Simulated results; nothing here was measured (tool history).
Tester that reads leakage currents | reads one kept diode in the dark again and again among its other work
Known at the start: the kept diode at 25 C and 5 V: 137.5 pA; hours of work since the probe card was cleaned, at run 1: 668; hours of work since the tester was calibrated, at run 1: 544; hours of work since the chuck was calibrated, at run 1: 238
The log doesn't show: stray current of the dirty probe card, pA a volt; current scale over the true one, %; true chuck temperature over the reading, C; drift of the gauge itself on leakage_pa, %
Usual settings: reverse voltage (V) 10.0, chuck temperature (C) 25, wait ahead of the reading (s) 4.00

| run | hour | reverse voltage (V) | chuck temperature (C) | wait ahead of the reading (s) | hours of work since the probe card was cleaned | hours of work since the tester was calibrated | hours of work since the chuck was calibrated | current that the tester gives (pA) |
|---|---|---|---|---|---|---|---|---|
| 1 | 0.0 | 10.0 | 25 | 4.00 | 668 | 544 | 238 | 173.63 |
| 2 | 66.5 | 10.0 | 25 | 4.00 | 716 | 591 | 285 | 174.27 |
| 3 | 104.8 | 8.0 | 25 | 4.00 | 743 | 618 | 312 | 159.48 |
| 4 | 136.4 | 8.0 | 25 | 4.00 | 765 | 641 | 335 | 160.01 |
| 5 | 204.2 | 8.0 | 25 | 4.00 | 813 | 689 | 383 | 158.61 |
| 6 | 243.6 | 8.0 | 25 | 4.00 | 841 | 717 | 411 | 158.50 |
| 7 | 278.4 | 8.0 | 25 | 4.00 | 866 | 741 | 435 | 158.98 |
| 8 | 317.6 | 8.0 | 25 | 4.00 | 893 | 769 | 463 | 157.81 |
| 9 | 381.7 | 8.0 | 25 | 4.00 | 939 | 815 | 508 | 157.56 |
| 10 | 441.2 | 8.0 | 25 | 4.00 | 981 | 857 | 551 | 156.37 |
| 11 | 471.2 | 8.0 | 25 | 4.00 | 1002 | 878 | 572 | 156.44 |
| 12 | 499.8 | 10.0 | 25 | 7.01 | 1023 | 898 | 592 | 170.24 |
| 13 | 537.9 | 10.0 | 25 | 7.01 | 1050 | 925 | 619 | 168.96 |
|  | 545.6 | probe card cleaned and baked |
| 14 | 606.7 | 10.0 | 25 | 7.01 | 43 | 972 | 666 | 169.99 |
| 15 | 652.1 | 10.0 | 25 | 0.55 | 75 | 1004 | 698 | 171.19 |
| 16 | 687.4 | 10.0 | 25 | 4.00 | 100 | 1029 | 723 | 169.46 |
| 17 | 727.2 | 10.0 | 25 | 4.00 | 129 | 1057 | 751 | 169.71 |
| 18 | 789.6 | 10.0 | 22 | 4.00 | 173 | 1102 | 795 | 127.25 |
|  | 814.1 | probe card cleaned and baked, once more |
| 19 | 845.4 | 10.0 | 23 | 4.00 | 22 | 1139 | 833 | 133.74 |
| 20 | 897.5 | 10.0 | 23 | 4.00 | 59 | 1176 | 870 | 134.56 |
| 21 | 944.4 | 18.6 | 25 | 4.00 | 92 | 1209 | 903 | 204.52 |
| 22 | 1004.0 | 18.6 | 25 | 4.00 | 135 | 1251 | 945 | 203.47 |
| 23 | 1049.5 | 18.6 | 25 | 4.00 | 167 | 1284 | 977 | 203.13 |
| 24 | 1108.7 | 18.6 | 25 | 4.00 | 209 | 1326 | 1019 | 202.08 |
| 25 | 1155.4 | 13.2 | 25 | 4.00 | 242 | 1359 | 1052 | 178.95 |
| 26 | 1210.8 | 13.2 | 25 | 4.00 | 281 | 1398 | 1092 | 178.84 |
| 27 | 1244.4 | 10.0 | 32 | 8.71 | 305 | 1422 | 1116 | 309.63 |
| 28 | 1296.6 | 7.9 | 23 | 1.41 | 342 | 1459 | 1153 | 121.02 |
| 29 | 1335.3 | 7.9 | 23 | 1.41 | 369 | 1486 | 1180 | 120.38 |
| 30 | 1395.9 | 7.9 | 23 | 1.41 | 412 | 1529 | 1223 | 120.99 |
| 31 | 1455.6 | 3.1 | 23 | 1.41 | 455 | 1571 | 1265 | 84.59 |
| 32 | 1509.1 | 1.1 | 42 | 4.00 | 493 | 1609 | 1303 | 332.43 |
| 33 | 1573.2 | 12.9 | 31 | 9.21 | 538 | 1655 | 1349 | 303.72 |
| 34 | 1628.6 | 12.9 | 31 | 9.21 | 577 | 1694 | 1388 | 301.49 |
| 35 | 1666.2 | 10.0 | 25 | 0.67 | 604 | 1721 | 1414 | 157.71 |
| 36 | 1732.4 | 16.8 | 25 | 0.53 | 651 | 1768 | 1461 | 192.30 |
| 37 | 1798.6 | 16.8 | 25 | 0.53 | 698 | 1814 | 1508 | 192.23 |
| 38 | 1837.7 | 16.8 | 25 | 0.53 | 725 | 1842 | 1536 | 191.56 |
|  | 1875.5 | chuck's temperature calibrated |
| 39 | 1891.1 | 1.9 | 48 | 7.28 | 762 | 1879 | 11 | 747.52 |
| 40 | 1953.1 | 9.6 | 25 | 2.57 | 806 | 1923 | 55 | 174.97 |

Forecast each of these 3 alternatives for the next run:
| A | 2005.2 | 19.7 | 31 | 0.71 | 843 | 1959 | 92 | ? |
| B | 2005.2 | 2.4 | 21 | 0.47 | 843 | 1959 | 92 | ? |
| C | 2005.2 | 14.5 | 25 | 4.00 | 843 | 1959 | 92 | ? |

| run | current that the tester gives (pA) |
|---|---|
| A | 399.98 |
| B | 71.87 |
| C | 204.67 |
Without the tool's hidden state the same runs would have given:
| run | current that the tester gives (pA) |
|---|---|
| A | 399.51 |
| B | 72.19 |
| C | 203.29 |

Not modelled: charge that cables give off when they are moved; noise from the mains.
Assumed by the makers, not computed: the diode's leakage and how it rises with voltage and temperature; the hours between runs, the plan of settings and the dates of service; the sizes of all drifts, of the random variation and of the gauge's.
